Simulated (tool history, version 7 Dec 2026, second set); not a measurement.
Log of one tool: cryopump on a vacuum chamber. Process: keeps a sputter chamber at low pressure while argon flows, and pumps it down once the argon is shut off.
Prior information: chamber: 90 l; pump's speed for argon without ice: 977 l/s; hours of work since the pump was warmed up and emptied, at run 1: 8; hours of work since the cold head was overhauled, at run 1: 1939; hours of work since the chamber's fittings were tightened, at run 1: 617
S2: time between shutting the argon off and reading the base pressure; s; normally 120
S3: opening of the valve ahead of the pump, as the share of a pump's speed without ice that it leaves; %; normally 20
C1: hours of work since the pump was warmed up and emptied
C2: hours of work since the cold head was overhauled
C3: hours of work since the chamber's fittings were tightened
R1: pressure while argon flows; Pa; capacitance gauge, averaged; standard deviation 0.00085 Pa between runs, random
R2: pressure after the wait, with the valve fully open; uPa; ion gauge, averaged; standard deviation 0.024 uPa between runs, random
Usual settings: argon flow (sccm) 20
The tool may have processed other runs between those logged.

{"run": 1, "hour": 0.0, "argon flow (sccm)": 20, "S2": 120, "S3": 20, "C1": 8, "C2": 1939, "C3": 617, "R1": 0.1742, "R2": 2.04}
{"run": 2, "hour": 106.2, "argon flow (sccm)": 20, "S2": 120, "S3": 20, "C1": 75, "C2": 2005, "C3": 684, "R1": 0.1784, "R2": 2.27}
{"run": 3, "hour": 181.9, "argon flow (sccm)": 20, "S2": 120, "S3": 20, "C1": 123, "C2": 2053, "C3": 731, "R1": 0.1818, "R2": 2.52}
{"run": 4, "hour": 298.9, "argon flow (sccm)": 20, "S2": 120, "S3": 20, "C1": 196, "C2": 2127, "C3": 805, "R1": 0.1852, "R2": 2.89}
{"run": 5, "hour": 381.5, "argon flow (sccm)": 20, "S2": 120, "S3": 20, "C1": 248, "C2": 2178, "C3": 856, "R1": 0.1882, "R2": 3.14}
{"hour": 477.5, "done": "pump warmed up, emptied and cooled again"}
{"run": 6, "hour": 493.7, "argon flow (sccm)": 20, "S2": 120, "S3": 20, "C1": 10, "C2": 2246, "C3": 924, "R1": 0.1731, "R2": 2.59}
{"run": 7, "hour": 614.6, "argon flow (sccm)": 20, "S2": 149, "S3": 20, "C1": 86, "C2": 2322, "C3": 1000, "R1": 0.179, "R2": 2.93}
{"run": 8, "hour": 702.9, "argon flow (sccm)": 20, "S2": 149, "S3": 20, "C1": 142, "C2": 2377, "C3": 1055, "R1": 0.1822, "R2": 3.09}
{"run": 9, "hour": 820.3, "argon flow (sccm)": 20, "S2": 149, "S3": 20, "C1": 215, "C2": 2451, "C3": 1129, "R1": 0.1858, "R2": 3.72}
{"run": 10, "hour": 940.8, "argon flow (sccm)": 20, "S2": 149, "S3": 20, "C1": 291, "C2": 2526, "C3": 1204, "R1": 0.1906, "R2": 4.22}
{"hour": 968.0, "done": "pump warmed up, emptied and cooled again"}
{"run": 11, "hour": 1032.2, "argon flow (sccm)": 20, "S2": 120, "S3": 20, "C1": 40, "C2": 2581, "C3": 1259, "R1": 0.1771, "R2": 3.34}
{"run": 12, "hour": 1096.1, "argon flow (sccm)": 20, "S2": 120, "S3": 20, "C1": 80, "C2": 2621, "C3": 1299, "R1": 0.1796, "R2": 3.69}
{"run": 13, "hour": 1151.1, "argon flow (sccm)": 20, "S2": 120, "S3": 20, "C1": 115, "C2": 2655, "C3": 1333, "R1": 0.1789, "R2": 3.75}
{"run": 14, "hour": 1229.5, "argon flow (sccm)": 20, "S2": 120, "S3": 20, "C1": 164, "C2": 2704, "C3": 1383, "R1": 0.1825, "R2": 4.11}
{"run": 15, "hour": 1339.4, "argon flow (sccm)": 20, "S2": 120, "S3": 20, "C1": 233, "C2": 2773, "C3": 1452, "R1": 0.1874, "R2": 4.68}
{"hour": 1413.2, "done": "leaking fittings of the chamber tightened, without venting"}
{"run": 16, "hour": 1434.9, "argon flow (sccm)": 20, "S2": 39, "S3": 20, "C1": 292, "C2": 2832, "C3": 14, "R1": 0.1913, "R2": 2.51}
{"hour": 1460.5, "done": "pump warmed up, emptied and cooled again"}
{"run": 17, "hour": 1493.8, "argon flow (sccm)": 20, "S2": 39, "S3": 20, "C1": 21, "C2": 2866, "C3": 47, "R1": 0.1759, "R2": 2.4}
{"run": 18, "hour": 1603.3, "argon flow (sccm)": 16, "S2": 90, "S3": 15, "C1": 90, "C2": 2935, "C3": 116, "R1": 0.1887, "R2": 1.48}
{"run": 19, "hour": 1710.3, "argon flow (sccm)": 20, "S2": 106, "S3": 27, "C1": 157, "C2": 3002, "C3": 183, "R1": 0.1384, "R2": 1.59}
{"run": 20, "hour": 1769.6, "argon flow (sccm)": 20, "S2": 106, "S3": 27, "C1": 194, "C2": 3039, "C3": 221, "R1": 0.1384, "R2": 1.76}
{"run": 21, "hour": 1828.3, "argon flow (sccm)": 20, "S2": 176, "S3": 20, "C1": 231, "C2": 3076, "C3": 258, "R1": 0.1863, "R2": 1.61}
{"run": 22, "hour": 1891.1, "argon flow (sccm)": 20, "S2": 176, "S3": 20, "C1": 270, "C2": 3115, "C3": 297, "R1": 0.1904, "R2": 1.78}
{"hour": 1950.7, "done": "pump warmed up, emptied and cooled again"}
{"run": 23, "hour": 2001.5, "argon flow (sccm)": 20, "S2": 176, "S3": 20, "C1": 32, "C2": 3182, "C3": 363, "R1": 0.1775, "R2": 1.56}
{"run": 24, "hour": 2095.9, "argon flow (sccm)": 9, "S2": 111, "S3": 46, "C1": 91, "C2": 3241, "C3": 422, "R1": 0.0369, "R2": 2}
{"run": 25, "hour": 2157.3, "argon flow (sccm)": 9, "S2": 111, "S3": 46, "C1": 130, "C2": 3279, "C3": 461, "R1": 0.0372, "R2": 2.29}
{"run": 26, "hour": 2234.0, "argon flow (sccm)": 9, "S2": 111, "S3": 46, "C1": 178, "C2": 3328, "C3": 509, "R1": 0.0382, "R2": 2.33}
{"run": 27, "hour": 2338.6, "argon flow (sccm)": 22, "S2": 126, "S3": 21, "C1": 244, "C2": 3393, "C3": 575, "R1": 0.1985, "R2": 2.61}
{"run": 28, "hour": 2432.0, "argon flow (sccm)": 12, "S2": 120, "S3": 20, "C1": 302, "C2": 3452, "C3": 633, "R1": 0.1162, "R2": 3.1}
{"hour": 2447.5, "done": "pump warmed up, emptied and cooled again"}
{"run": 29, "hour": 2535.9, "argon flow (sccm)": 9, "S2": 20, "S3": 44, "C1": 56, "C2": 3514, "C3": 695, "R1": 0.0379, "R2": 5.61}
{"run": 30, "hour": 2603.6, "argon flow (sccm)": 9, "S2": 20, "S3": 44, "C1": 98, "C2": 3557, "C3": 738, "R1": 0.0378, "R2": 5.59}
{"run": 31, "hour": 2701.8, "argon flow (sccm)": 20, "S2": 23, "S3": 50, "C1": 160, "C2": 3618, "C3": 800, "R1": 0.0792, "R2": 5.56}
{"run": 32, "hour": 2762.2, "argon flow (sccm)": 31, "S2": 53, "S3": 17, "C1": 198, "C2": 3656, "C3": 838, "R1": 0.3356, "R2": 3.91}
{"run": 33, "hour": 2839.1, "argon flow (sccm)": 10, "S2": 174, "S3": 19, "C1": 246, "C2": 3704, "C3": 886, "R1": 0.099, "R2": 3.29}
{"run": 34, "hour": 2904.0, "argon flow (sccm)": 10, "S2": 174, "S3": 19, "C1": 287, "C2": 3745, "C3": 927, "R1": 0.101, "R2": 3.58}

Forecast each of these 3 alternatives for the next run:
{"hour": 2938.9, "done": "pump warmed up, emptied and cooled again"}
{"run": "A", "hour": 2998.3, "argon flow (sccm)": 17, "S2": 105, "S3": 39, "C1": 37, "C2": 3801, "C3": 983, "R1": "?", "R2": "?"}
{"hour": 2938.9, "done": "pump warmed up, emptied and cooled again"}
{"run": "B", "hour": 2998.3, "argon flow (sccm)": 16, "S2": 182, "S3": 18, "C1": 37, "C2": 3801, "C3": 983, "R1": "?", "R2": "?"}
{"hour": 2938.9, "done": "pump warmed up, emptied and cooled again"}
{"run": "C", "hour": 2998.3, "argon flow (sccm)": 33, "S2": 174, "S3": 19, "C1": 37, "C2": 3801, "C3": 983, "R1": "?", "R2": "?"}

run=A R1=0.0791 R2=3.14
run=B R1=0.1587 R2=2.83
run=C R1=0.3082 R2=2.85
Take away the tool's hidden state, keep each run's random variation, and the runs would have read:
run=A R1=0.0755 R2=1.02
run=B R1=0.1553 R2=0.74
run=C R1=0.3013 R2=0.72
